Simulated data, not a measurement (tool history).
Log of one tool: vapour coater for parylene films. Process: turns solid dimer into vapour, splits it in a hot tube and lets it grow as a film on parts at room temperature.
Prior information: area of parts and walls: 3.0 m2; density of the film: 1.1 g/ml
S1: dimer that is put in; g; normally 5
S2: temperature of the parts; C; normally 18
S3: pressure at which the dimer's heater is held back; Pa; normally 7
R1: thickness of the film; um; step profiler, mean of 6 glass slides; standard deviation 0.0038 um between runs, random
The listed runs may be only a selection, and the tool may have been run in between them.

Run 1, hour 0: usual settings. Result: R1 0.861 um.
Run 2, hour 31.6: usual settings. Result: R1 0.864 um.
Run 3, hour 58.2: usual settings but S3 4.95 Pa. Result: R1 0.9 um.
Run 4, hour 89.5: usual settings but S2 22 C. Result: R1 0.762 um.
Run 5, hour 123.2: usual settings but S2 22 C. Result: R1 0.757 um.
Run 6, hour 137.4: usual settings. Result: R1 0.858 um.
Run 7, hour 169.7: usual settings. Result: R1 0.864 um.
Run 8, hour 201.4: usual settings. Result: R1 0.866 um.
Run 9, hour 223.5: usual settings but S3 3.92 Pa. Result: R1 0.923 um.
Run 10, hour 255.4: usual settings but S3 3.92 Pa. Result: R1 0.92 um.
Run 11, hour 273.5: usual settings but S2 23 C, S3 3.92 Pa. Result: R1 0.78 um.
Run 12, hour 295.1: usual settings but S1 8 g. Result: R1 1.379 um.
Run 13, hour 325.5: usual settings but S3 2.92 Pa. Result: R1 0.949 um.
Run 14, hour 356.1: usual settings but S3 2.92 Pa. Result: R1 0.941 um.
Run 15, hour 370.3: usual settings but S3 8.31 Pa. Result: R1 0.844 um.
Run 16, hour 391: usual settings. Result: R1 0.858 um.
Run 17, hour 421.5: usual settings but S3 8.37 Pa. Result: R1 0.835 um.
Run 18, hour 449.9: usual settings. Result: R1 0.855 um.
Run 19, hour 465.4: usual settings. Result: R1 0.852 um.
At hour 475.6: trap's valve overhauled.
Run 20, hour 495.7: usual settings. Result: R1 0.858 um.
Run 21, hour 522.6: usual settings but S1 6 g, S2 21 C, S3 8.99 Pa. Result: R1 0.912 um.
Run 22, hour 541.3: usual settings but S2 16 C, S3 4.78 Pa. Result: R1 0.946 um.
Run 23, hour 566.6: usual settings but S2 11 C, S3 3.66 Pa. Result: R1 1.144 um.
Run 24, hour 594.5: usual settings but S2 16 C, S3 6.79 Pa. Result: R1 0.91 um.
Run 25, hour 627.2: usual settings but S2 16 C, S3 6.79 Pa. Result: R1 0.915 um.
Run 26, hour 642.2: usual settings but S2 15 C. Result: R1 0.936 um.
Run 27, hour 656.5: usual settings but S1 3 g, S2 12 C, S3 7.85 Pa. Result: R1 0.605 um.
Run 28, hour 687.1: usual settings but S1 3 g, S2 12 C, S3 7.85 Pa. Result: R1 0.598 um.

Run 29 comes next. What will it give?
Run 29, hour 705.9: usual settings but S1 3 g, S2 12 C, S3 7.85 Pa. Result: R1 ?.

Run 29 produced R1 0.604 um.
The same run, on a tool lacking any hidden state, would have yielded R1 0.616 um.

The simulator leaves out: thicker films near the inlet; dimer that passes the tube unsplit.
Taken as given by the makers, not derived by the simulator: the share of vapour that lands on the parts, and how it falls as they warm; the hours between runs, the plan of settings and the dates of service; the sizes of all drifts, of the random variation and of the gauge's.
